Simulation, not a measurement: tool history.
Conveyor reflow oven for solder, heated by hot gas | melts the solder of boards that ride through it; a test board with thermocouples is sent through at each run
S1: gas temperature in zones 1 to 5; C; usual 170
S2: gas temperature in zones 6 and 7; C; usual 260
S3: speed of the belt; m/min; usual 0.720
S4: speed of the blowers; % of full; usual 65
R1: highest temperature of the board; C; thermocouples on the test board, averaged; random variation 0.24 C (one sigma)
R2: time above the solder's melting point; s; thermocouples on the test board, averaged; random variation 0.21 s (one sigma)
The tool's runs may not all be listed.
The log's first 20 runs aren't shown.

run	hour	S1	S2	S3	S4	R1	R2
21	349.7	170	260	0.588	65	245.9	41.9
22	371.7	185	260	0.835	79	241.8	29.2
23	390.9	173	253	0.835	79	233.2	20.4
24	413.2	169	260	0.720	71	240.7	29.7
# hour 439.3: flux residue cleaned out of gas plates and filters
25	441.7	170	260	0.612	65	247.3	41.9
26	454.9	170	260	0.828	73	240.7	25.3
27	474.0	170	251	0.716	78	237.7	29.7
28	490.6	170	251	0.716	78	238.4	29.3
29	512.4	170	260	0.720	64	242.0	30.8
30	522.5	158	262	0.720	65	241.7	28.4

Forecast each of these 3 alternatives for the next run:
A	541.9	159	265	0.773	65	?	?
B	541.9	169	262	0.604	81	?	?
C	541.9	170	260	0.851	65	?	?

run	R1	R2
A	241.7	25.8
B	252.6	45.7
C	236.9	21.8
Without the tool's hidden state the same runs would have given:
run	R1	R2
A	242.9	26.3
B	253.8	45.9
C	238.1	22.5
